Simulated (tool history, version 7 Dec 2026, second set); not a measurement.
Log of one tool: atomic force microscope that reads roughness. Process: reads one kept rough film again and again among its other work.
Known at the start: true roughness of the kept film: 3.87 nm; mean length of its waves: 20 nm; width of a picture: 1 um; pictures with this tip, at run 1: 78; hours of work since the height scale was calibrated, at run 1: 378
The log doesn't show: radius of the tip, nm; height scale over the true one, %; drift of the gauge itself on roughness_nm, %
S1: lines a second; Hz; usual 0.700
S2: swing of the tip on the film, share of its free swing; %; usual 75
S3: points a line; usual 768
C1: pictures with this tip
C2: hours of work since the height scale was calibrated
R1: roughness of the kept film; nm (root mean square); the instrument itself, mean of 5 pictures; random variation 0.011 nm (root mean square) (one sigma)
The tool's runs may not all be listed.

run,hour,S1,S2,S3,C1,C2,R1
1,0.0,0.700,75,768,78,378,2.301
2,11.6,0.700,75,768,91,383,2.252
3,33.8,0.700,64,768,117,393,2.242
4,48.5,0.700,81,768,134,399,2.093
5,68.5,0.700,81,768,157,408,2.034
6,87.7,0.700,81,290,179,417,1.920
7,102.1,0.700,81,290,195,424,1.898
8,124.6,0.700,75,768,221,434,1.892
9,135.7,0.700,75,768,234,439,1.868
# hour 138.2: new tip fitted
10,157.9,0.885,75,768,23,449,2.482
11,176.8,0.700,75,768,45,457,2.417
12,196.4,0.700,75,768,67,466,2.348
13,210.8,0.700,75,768,84,472,2.294
14,235.2,0.700,58,768,112,483,2.247
15,253.8,0.700,58,768,133,492,2.193
16,273.9,0.700,58,768,156,501,2.126
17,287.5,0.700,58,768,172,507,2.077
18,302.0,0.700,58,768,189,514,2.034
19,326.7,0.700,75,768,217,525,1.900
20,338.4,0.595,75,768,230,530,1.888
# hour 343.8: new tip fitted
21,350.2,0.595,75,768,7,535,2.612
22,364.8,0.700,75,768,24,542,2.515
23,382.8,3.352,89,618,45,550,1.831
24,402.9,0.700,66,394,68,559,2.363
25,417.8,0.700,65,768,85,566,2.329
26,433.1,0.637,55,768,103,572,2.282
27,455.2,3.083,58,768,128,582,2.086
28,467.6,3.083,70,291,143,588,1.895
29,483.5,1.280,82,441,161,595,1.900
30,504.5,1.280,82,441,185,605,1.836
31,527.4,1.280,82,441,211,615,1.791
32,541.9,1.861,75,768,228,622,1.769
# hour 550.9: new tip fitted
33,554.7,1.100,75,958,4,627,2.557
34,566.6,1.100,75,958,18,632,2.504
35,585.9,1.100,75,958,40,641,2.422
36,603.9,2.761,88,768,61,649,1.906
37,619.1,0.700,75,703,78,656,2.318
38,630.1,0.700,85,579,91,661,2.229
39,653.4,0.700,85,579,118,672,2.136
40,671.1,0.945,68,746,138,680,2.139
41,687.5,3.642,75,378,157,687,1.752
42,697.6,3.642,71,378,168,692,1.783
43,709.0,3.642,71,378,182,697,1.763
44,727.6,0.998,83,768,203,705,1.859

Forecast each of these 5 alternatives for the next run:
A,740.5,0.700,66,768,218,711,?
B,740.5,1.982,83,630,218,711,?
C,740.5,2.974,60,691,218,711,?
D,740.5,0.530,55,848,218,711,?
E,740.5,0.890,57,480,218,711,?

run,R1
A,1.951
B,1.680
C,1.859
D,1.967
E,1.956
Without the tool's hidden state the same runs would have given:
run,R1
A,2.734
B,2.358
C,2.607
D,2.757
E,2.739

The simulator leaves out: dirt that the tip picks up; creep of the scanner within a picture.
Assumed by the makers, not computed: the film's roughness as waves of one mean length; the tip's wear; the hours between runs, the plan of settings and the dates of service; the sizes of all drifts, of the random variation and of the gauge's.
